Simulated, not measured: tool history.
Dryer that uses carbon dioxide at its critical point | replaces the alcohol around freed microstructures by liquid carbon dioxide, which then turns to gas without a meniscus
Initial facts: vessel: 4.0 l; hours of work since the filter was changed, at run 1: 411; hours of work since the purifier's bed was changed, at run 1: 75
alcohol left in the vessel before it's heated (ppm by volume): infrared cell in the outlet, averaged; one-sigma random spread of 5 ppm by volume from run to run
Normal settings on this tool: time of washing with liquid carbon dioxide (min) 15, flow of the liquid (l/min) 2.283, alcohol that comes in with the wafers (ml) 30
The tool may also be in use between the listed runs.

run	hour	time of washing with liquid carbon dioxide (min)	flow of the liquid (l/min)	alcohol that comes in with the wafers (ml)	hours of work since the filter was changed	hours of work since the purifier's bed was changed	alcohol left in the vessel before it's heated (ppm by volume)
1	0.0	15	2.283	30	411	75	43
2	9.2	15	2.283	30	415	79	44
3	16.1	15	2.283	30	418	81	46
4	22.5	15	2.283	30	420	84	47
5	31.3	15	2.283	30	424	88	49
6	39.2	15	2.283	30	427	91	40
7	50.7	15	2.283	30	432	96	49
8	62.9	15	2.283	30	437	101	55
9	71.1	15	2.283	30	440	104	49
10	80.8	15	2.283	30	444	108	65
11	91.0	15	2.283	30	448	112	50
12	100.5	15	2.490	30	452	116	50
13	107.2	15	2.060	81	455	119	113
14	118.5	21	3.760	103	459	123	59
15	131.0	15	2.310	30	464	128	70
16	140.4	15	2.310	30	468	132	62
17	151.9	10	1.860	101	473	137	938
18	160.2	14	1.580	24	476	140	166
19	172.4	14	1.580	47	481	145	273
20	180.7	10	2.370	45	485	149	210
21	189.7	15	2.283	26	488	152	60
22	200.8	17	3.190	30	493	157	63
23	206.9	17	3.190	30	495	159	56

Here are 3 independent what-if runs from the current tool condition. What would each one return?
A	217.8	15	1.660	30	500	164	?
B	217.8	13	1.510	30	500	164	?
C	217.8	15	3.800	30	500	164	?

run	alcohol left in the vessel before it's heated (ppm by volume)
A	152
B	276
C	57
Without the tool's unlogged condition, the same runs would have read:
run	alcohol left in the vessel before it's heated (ppm by volume)
A	51
B	117
C	4

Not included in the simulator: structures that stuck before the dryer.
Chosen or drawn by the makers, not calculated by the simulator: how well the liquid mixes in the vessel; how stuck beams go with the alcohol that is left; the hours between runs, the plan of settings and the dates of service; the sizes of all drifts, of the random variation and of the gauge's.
